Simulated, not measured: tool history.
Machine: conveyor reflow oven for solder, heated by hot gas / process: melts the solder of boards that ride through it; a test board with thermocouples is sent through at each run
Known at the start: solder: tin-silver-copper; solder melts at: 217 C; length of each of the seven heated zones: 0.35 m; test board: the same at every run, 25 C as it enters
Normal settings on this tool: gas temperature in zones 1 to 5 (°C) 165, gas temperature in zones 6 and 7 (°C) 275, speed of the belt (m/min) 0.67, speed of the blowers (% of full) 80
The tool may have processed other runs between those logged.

run	hour	gas temperature in zones 1 to 5 (°C)	gas temperature in zones 6 and 7 (°C)	speed of the belt (m/min)	speed of the blowers (% of full)	highest temperature of the board (°C)	time above the solder's melting point (s)
1	0	165	275	0.67	80	261.5	50.13
2	16.6	165	275	0.67	80	261.5	50.22
3	29.3	165	275	0.67	80	261.3	50.24
4	49.7	165	275	0.67	80	261.3	50.12
5	61	165	275	0.67	80	261.1	49.99
6	80.2	165	275	0.67	80	261.1	50.03
7	89.8	165	275	0.67	80	260.9	49.95
8	102.2	165	275	0.67	80	260.9	50.02
9	114.9	165	275	0.569	80	265	61.78
10	129.9	165	275	0.569	80	265.3	61.77
11	140.3	165	275	0.67	80	260.9	49.87
# hour 164.5: flux residue cleaned out of gas plates and filters
12	164.8	165	275	0.67	80	260.2	49.63
13	177.6	165	275	0.67	80	260.5	49.61
14	197	165	275	0.67	80	260.3	49.48
# hour 206.6: flux residue cleaned out of gas plates and filters, once more
15	216.8	165	275	0.67	80	261.9	50.62
16	236.7	165	275	0.67	80	261.6	50.51
17	253.1	165	275	0.67	80	261.9	50.36
18	273	179	274	0.624	83	264.3	59.39
19	287.4	165	274	0.646	62	259.2	50.79
20	307.5	165	288	0.67	80	273.5	54.88
21	326.4	165	288	0.67	80	273.4	54.85
22	338	173	266	0.561	89	258.4	62.52
23	354.3	154	265	0.67	55	246.4	38.65
24	373	165	275	0.67	78	261.2	49.88
25	391.3	154	287	0.561	72	275.4	64.14
26	400.9	154	271	0.678	72	254.4	43.53
27	418.6	175	282	0.63	80	270.3	59.82
28	438.9	168	267	0.655	61	252	46.94
29	454.7	176	267	0.622	61	254.5	53.65
30	466.8	176	267	0.622	61	254.2	53.55
31	475.7	176	269	0.638	89	258.5	54.94

What if the next run were any one of these 3? Each begins from the tool's condition after run 31:
A	488.2	165	275	0.683	80	?	?
B	488.2	179	275	0.658	80	?	?
C	488.2	158	269	0.638	65	?	?

run	highest temperature of the board (°C)	time above the solder's melting point (s)
A	259.9	48.51
B	262.8	55.53
C	253.3	46.9
Stripped of hidden state, with their random variation kept, the same runs would have yielded:
run	highest temperature of the board (°C)	time above the solder's melting point (s)
A	262.6	49.61
B	265.2	56.34
C	255.8	48.34

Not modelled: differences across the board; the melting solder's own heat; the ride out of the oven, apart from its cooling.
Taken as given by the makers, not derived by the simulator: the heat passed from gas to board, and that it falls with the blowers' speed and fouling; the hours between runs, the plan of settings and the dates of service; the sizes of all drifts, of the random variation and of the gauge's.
